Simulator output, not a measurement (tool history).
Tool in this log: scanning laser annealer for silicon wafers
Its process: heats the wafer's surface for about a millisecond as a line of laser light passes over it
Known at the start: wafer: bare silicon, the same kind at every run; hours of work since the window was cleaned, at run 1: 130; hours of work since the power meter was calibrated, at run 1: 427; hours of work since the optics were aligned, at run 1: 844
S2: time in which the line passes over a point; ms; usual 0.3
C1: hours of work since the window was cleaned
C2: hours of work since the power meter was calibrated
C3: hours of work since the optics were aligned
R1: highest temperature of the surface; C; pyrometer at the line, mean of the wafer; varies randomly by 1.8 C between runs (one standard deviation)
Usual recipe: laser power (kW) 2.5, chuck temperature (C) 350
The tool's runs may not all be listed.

{"run": 1, "hour": 0.0, "laser power (kW)": 2.5, "S2": 0.3, "chuck temperature (C)": 350, "C1": 130, "C2": 427, "C3": 844, "R1": 1031}
{"run": 2, "hour": 18.3, "laser power (kW)": 2.5, "S2": 0.3, "chuck temperature (C)": 316, "C1": 139, "C2": 436, "C3": 853, "R1": 998}
{"run": 3, "hour": 39.6, "laser power (kW)": 2.5, "S2": 0.3, "chuck temperature (C)": 316, "C1": 149, "C2": 446, "C3": 863, "R1": 998}
{"run": 4, "hour": 55.4, "laser power (kW)": 2.5, "S2": 0.233, "chuck temperature (C)": 316, "C1": 157, "C2": 454, "C3": 871, "R1": 921}
{"run": 5, "hour": 77.9, "laser power (kW)": 2.5, "S2": 0.233, "chuck temperature (C)": 316, "C1": 168, "C2": 465, "C3": 882, "R1": 917}
{"run": 6, "hour": 92.3, "laser power (kW)": 2.5, "S2": 0.233, "chuck temperature (C)": 316, "C1": 175, "C2": 472, "C3": 889, "R1": 919}
{"run": 7, "hour": 102.7, "laser power (kW)": 2.5, "S2": 0.233, "chuck temperature (C)": 316, "C1": 180, "C2": 477, "C3": 894, "R1": 920}
{"run": 8, "hour": 117.5, "laser power (kW)": 2.5, "S2": 0.233, "chuck temperature (C)": 316, "C1": 187, "C2": 485, "C3": 902, "R1": 915}
{"run": 9, "hour": 131.1, "laser power (kW)": 2.5, "S2": 0.233, "chuck temperature (C)": 316, "C1": 194, "C2": 491, "C3": 908, "R1": 917}
{"run": 10, "hour": 152.8, "laser power (kW)": 2.5, "S2": 0.233, "chuck temperature (C)": 373, "C1": 205, "C2": 502, "C3": 919, "R1": 970}
{"run": 11, "hour": 165.4, "laser power (kW)": 2.5, "S2": 0.3, "chuck temperature (C)": 326, "C1": 211, "C2": 508, "C3": 925, "R1": 998}
{"run": 12, "hour": 186.6, "laser power (kW)": 2.5, "S2": 0.3, "chuck temperature (C)": 326, "C1": 221, "C2": 519, "C3": 936, "R1": 998}
{"run": 13, "hour": 206.9, "laser power (kW)": 2.57, "S2": 0.24, "chuck temperature (C)": 347, "C1": 231, "C2": 529, "C3": 946, "R1": 976}
{"run": 14, "hour": 220.5, "laser power (kW)": 2.57, "S2": 0.24, "chuck temperature (C)": 347, "C1": 238, "C2": 535, "C3": 952, "R1": 973}
{"run": 15, "hour": 240.5, "laser power (kW)": 2.57, "S2": 0.24, "chuck temperature (C)": 347, "C1": 248, "C2": 545, "C3": 962, "R1": 975}
{"run": 16, "hour": 250.8, "laser power (kW)": 2.57, "S2": 0.247, "chuck temperature (C)": 368, "C1": 253, "C2": 550, "C3": 967, "R1": 1001}
{"run": 17, "hour": 272.9, "laser power (kW)": 2.531, "S2": 0.247, "chuck temperature (C)": 387, "C1": 264, "C2": 561, "C3": 978, "R1": 1010}
{"run": 18, "hour": 290.9, "laser power (kW)": 2.148, "S2": 0.28, "chuck temperature (C)": 350, "C1": 273, "C2": 570, "C3": 987, "R1": 889}
{"run": 19, "hour": 309.6, "laser power (kW)": 2.148, "S2": 0.28, "chuck temperature (C)": 350, "C1": 282, "C2": 579, "C3": 996, "R1": 887}

Run 20 comes next. What will it give?
{"run": 20, "hour": 332.1, "laser power (kW)": 2.148, "S2": 0.28, "chuck temperature (C)": 350, "C1": 293, "C2": 590, "C3": 1007, "R1": "?"}

Logged for run 20: R1 885 C.
Without the tool's hidden state the same run would have given R1 914 C.
